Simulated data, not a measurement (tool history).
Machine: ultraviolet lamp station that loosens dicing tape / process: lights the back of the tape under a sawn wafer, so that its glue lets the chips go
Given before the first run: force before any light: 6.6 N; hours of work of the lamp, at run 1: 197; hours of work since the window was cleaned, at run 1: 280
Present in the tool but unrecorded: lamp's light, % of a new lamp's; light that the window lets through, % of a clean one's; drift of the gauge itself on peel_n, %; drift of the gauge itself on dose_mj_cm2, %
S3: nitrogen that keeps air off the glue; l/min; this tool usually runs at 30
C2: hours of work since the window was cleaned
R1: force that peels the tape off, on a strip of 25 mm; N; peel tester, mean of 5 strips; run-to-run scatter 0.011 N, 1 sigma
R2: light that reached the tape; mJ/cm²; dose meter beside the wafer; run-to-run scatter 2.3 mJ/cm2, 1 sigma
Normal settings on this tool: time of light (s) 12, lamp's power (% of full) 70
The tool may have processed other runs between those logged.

{"run": 1, "hour": 0.0, "time of light (s)": 12, "lamp's power (% of full)": 70, "S3": 30, "hours of work of the lamp": 197, "C2": 280, "R1": 0.647, "R2": 190}
{"run": 2, "hour": 4.0, "time of light (s)": 12, "lamp's power (% of full)": 70, "S3": 30, "hours of work of the lamp": 199, "C2": 283, "R1": 0.671, "R2": 187}
{"run": 3, "hour": 9.7, "time of light (s)": 12, "lamp's power (% of full)": 70, "S3": 30, "hours of work of the lamp": 203, "C2": 286, "R1": 0.67, "R2": 187}
{"run": 4, "hour": 18.4, "time of light (s)": 12, "lamp's power (% of full)": 70, "S3": 30, "hours of work of the lamp": 208, "C2": 291, "R1": 0.673, "R2": 188}
{"run": 5, "hour": 27.2, "time of light (s)": 12, "lamp's power (% of full)": 70, "S3": 30, "hours of work of the lamp": 213, "C2": 297, "R1": 0.671, "R2": 189}
{"run": 6, "hour": 31.9, "time of light (s)": 12, "lamp's power (% of full)": 70, "S3": 30, "hours of work of the lamp": 216, "C2": 299, "R1": 0.678, "R2": 191}
{"run": 7, "hour": 36.6, "time of light (s)": 12, "lamp's power (% of full)": 70, "S3": 30, "hours of work of the lamp": 219, "C2": 302, "R1": 0.667, "R2": 187}
{"run": 8, "hour": 41.9, "time of light (s)": 12, "lamp's power (% of full)": 70, "S3": 13, "hours of work of the lamp": 222, "C2": 305, "R1": 1.228, "R2": 188}
{"run": 9, "hour": 47.0, "time of light (s)": 12, "lamp's power (% of full)": 61, "S3": 13, "hours of work of the lamp": 225, "C2": 308, "R1": 1.57, "R2": 164}
{"run": 10, "hour": 55.4, "time of light (s)": 12, "lamp's power (% of full)": 69, "S3": 55, "hours of work of the lamp": 230, "C2": 313, "R1": 0.457, "R2": 184}
{"hour": 56.6, "done": "window cleaned of glue's vapour"}
{"run": 11, "hour": 61.1, "time of light (s)": 20, "lamp's power (% of full)": 69, "S3": 34, "hours of work of the lamp": 233, "C2": 3, "R1": 0.231, "R2": 300}
{"run": 12, "hour": 66.9, "time of light (s)": 7, "lamp's power (% of full)": 78, "S3": 9, "hours of work of the lamp": 236, "C2": 6, "R1": 2.723, "R2": 115}
{"run": 13, "hour": 73.8, "time of light (s)": 7, "lamp's power (% of full)": 71, "S3": 29, "hours of work of the lamp": 240, "C2": 10, "R1": 1.763, "R2": 106}
{"hour": 76.0, "done": "window cleaned of glue's vapour, once more"}
{"run": 14, "hour": 79.5, "time of light (s)": 16, "lamp's power (% of full)": 97, "S3": 47, "hours of work of the lamp": 243, "C2": 2, "R1": 0.136, "R2": 367}
{"run": 15, "hour": 83.7, "time of light (s)": 24, "lamp's power (% of full)": 98, "S3": 15, "hours of work of the lamp": 246, "C2": 4, "R1": 0.148, "R2": 555}
{"run": 16, "hour": 89.9, "time of light (s)": 24, "lamp's power (% of full)": 98, "S3": 15, "hours of work of the lamp": 249, "C2": 8, "R1": 0.143, "R2": 555}

Each row is a separate what-if for the run after 16, all from the same tool condition, not one after another. Results?
{"run": "A", "hour": 97.4, "time of light (s)": 24, "lamp's power (% of full)": 81, "S3": 11, "hours of work of the lamp": 254, "C2": 13, "R1": "?", "R2": "?"}
{"run": "B", "hour": 97.4, "time of light (s)": 13, "lamp's power (% of full)": 84, "S3": 43, "hours of work of the lamp": 254, "C2": 13, "R1": "?", "R2": "?"}
{"run": "C", "hour": 97.4, "time of light (s)": 11, "lamp's power (% of full)": 90, "S3": 15, "hours of work of the lamp": 254, "C2": 13, "R1": "?", "R2": "?"}

run=A R1=0.238 R2=458
run=B R1=0.251 R2=258
run=C R1=0.78 R2=232
Without the tool's unlogged condition, the same runs would have read:
run=A R1=0.198 R2=500
run=B R1=0.209 R2=282
run=C R1=0.654 R2=253
